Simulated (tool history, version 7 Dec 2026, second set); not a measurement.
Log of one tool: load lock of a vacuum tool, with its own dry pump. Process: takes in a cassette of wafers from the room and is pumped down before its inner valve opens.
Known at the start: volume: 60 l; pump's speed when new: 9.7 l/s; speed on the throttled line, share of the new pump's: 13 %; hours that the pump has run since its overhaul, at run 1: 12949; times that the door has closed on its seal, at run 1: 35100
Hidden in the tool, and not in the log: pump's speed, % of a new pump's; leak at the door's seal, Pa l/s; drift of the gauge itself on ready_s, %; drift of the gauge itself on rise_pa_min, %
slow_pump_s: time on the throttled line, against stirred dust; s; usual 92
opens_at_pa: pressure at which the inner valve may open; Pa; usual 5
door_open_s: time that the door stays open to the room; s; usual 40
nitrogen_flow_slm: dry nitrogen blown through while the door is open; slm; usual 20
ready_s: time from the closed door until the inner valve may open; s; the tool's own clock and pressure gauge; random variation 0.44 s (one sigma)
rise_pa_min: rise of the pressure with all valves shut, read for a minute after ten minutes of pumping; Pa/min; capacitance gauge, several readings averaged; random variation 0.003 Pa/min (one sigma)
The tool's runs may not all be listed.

run,hour,slow_pump_s,opens_at_pa,door_open_s,nitrogen_flow_slm,hours that the pump has run since its overhaul,times that the door has closed on its seal,"incoming humidity of the room's air, %",ready_s,rise_pa_min
1,0.0,92,5,40,20,12949,35100,41.8,147.3,0.301
2,184.8,92,5,40,20,13134,35584,43.6,145.9,0.313
3,385.6,92,5,40,20,13335,36111,45.3,146.4,0.323
4,634.4,92,5,40,20,13583,36764,47.4,146.9,0.325
5,819.5,92,5,40,20,13768,37249,44.4,147.0,0.337
6,1073.1,92,5,40,20,14022,37914,45.9,146.7,0.348
7,1279.3,92,5,40,20,14228,38455,45.0,146.5,0.352
8,1488.9,92,5,40,20,14438,39004,43.6,146.6,0.367
9,1755.5,92,5,40,20,14704,39703,44.4,147.4,0.369
10,1942.6,92,5,40,20,14892,40194,46.4,146.8,0.387
11,2142.2,92,5,40,20,15091,40718,41.8,148.1,0.389
12,2424.0,92,5,40,20,15373,41457,45.8,147.4,0.405
13,2616.4,92,5,40,20,15565,41961,42.3,147.1,0.410
14,2881.5,92,5,97,20,15831,42657,43.5,146.9,0.437
# hour 3011.8: door's seal changed, seat wiped
# hour 3093.7: dry pump taken out, an overhauled one fitted
15,3114.8,95,5,97,20,21,255,42.7,144.3,0.025
16,3249.0,85,5,159,20,155,607,46.3,136.1,0.037
17,3388.3,85,5,159,20,295,972,44.0,135.9,0.039
18,3544.4,85,5,159,20,451,1381,43.6,135.7,0.042
19,3862.2,92,5,108,20,768,2215,45.3,141.7,0.039
20,4017.9,92,4,230,20,924,2623,48.2,143.9,0.055
21,4151.6,92,5,111,8,1058,2974,45.0,141.8,0.046
22,4383.5,92,5,111,8,1290,3582,45.4,142.2,0.049
23,4688.3,92,5,40,8,1595,4381,45.6,142.7,0.038
24,4991.5,92,5,40,8,1898,5176,47.2,142.4,0.045
25,5134.5,92,5,69,8,2041,5551,39.9,142.1,0.052
26,5371.7,88,5,68,24,2278,6173,45.3,138.4,0.050

Run 27 comes next. What will it give?
27,5534.8,92,4,27,20,2441,6601,44.1,?,?

ready_s: 144.7 s
rise_pa_min: 0.043 Pa/min
Without the tool's hidden state the same run would have given ready_s 144.0 s, rise_pa_min 0.015 Pa/min.
